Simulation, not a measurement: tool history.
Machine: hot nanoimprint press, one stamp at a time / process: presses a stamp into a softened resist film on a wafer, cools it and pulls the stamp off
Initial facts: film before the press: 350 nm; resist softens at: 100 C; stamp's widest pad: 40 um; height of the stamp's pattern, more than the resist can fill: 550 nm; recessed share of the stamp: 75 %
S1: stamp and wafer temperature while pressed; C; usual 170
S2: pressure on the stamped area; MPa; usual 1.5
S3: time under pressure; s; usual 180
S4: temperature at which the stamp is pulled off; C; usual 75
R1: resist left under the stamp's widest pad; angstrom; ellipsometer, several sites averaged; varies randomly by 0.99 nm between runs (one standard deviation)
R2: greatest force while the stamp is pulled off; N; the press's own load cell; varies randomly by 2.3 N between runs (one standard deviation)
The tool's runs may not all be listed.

| run | day | S1 | S2 | S3 | S4 | R1 | R2 |
|---|---|---|---|---|---|---|---|
| 1 | 0 | 170 | 1.5 | 180 | 75 | 1413 | 107 |
| 2 | 0.771 | 170 | 1.5 | 180 | 75 | 1431 | 109 |
|  | 1.688 | stamp cleaned and given a new release coat |
| 3 | 1.729 | 167 | 1.5 | 180 | 75 | 1692 | 110 |
| 4 | 2.171 | 170 | 1.5 | 146 | 75 | 1533 | 104 |
| 5 | 2.571 | 170 | 1.5 | 146 | 75 | 1541 | 111 |
| 6 | 3.367 | 170 | 1.5 | 146 | 75 | 1544 | 108 |
| 7 | 3.958 | 167 | 1.5 | 180 | 75 | 1701 | 106 |
| 8 | 4.325 | 167 | 1.5 | 180 | 75 | 1725 | 106 |
| 9 | 4.983 | 167 | 1.03 | 180 | 75 | 1956 | 108 |
| 10 | 5.621 | 167 | 1.03 | 180 | 75 | 1971 | 103 |
| 11 | 6.062 | 159 | 1.48 | 108 | 62 | 2825 | 141 |
| 12 | 6.654 | 166 | 2.24 | 108 | 67 | 1840 | 128 |
| 13 | 7.354 | 179 | 0.96 | 180 | 79 | 1056 | 98 |
|  | 8.154 | stamp cleaned and given a new release coat |
| 14 | 8.358 | 179 | 0.96 | 180 | 79 | 1061 | 95 |
| 15 | 8.796 | 162 | 0.96 | 180 | 82 | 2496 | 87 |
| 16 | 9.529 | 168 | 1.01 | 180 | 82 | 1890 | 87 |

Estimate the outcome of run 17 from the log above:
| 17 | 10.304 | 170 | 1.5 | 116 | 77 | ? | ? |

{"run 17": {"R1": 1684, "R2": 103}}
With no hidden state in the tool, this same run would have given R1 1680 angstrom, R2 102 N.
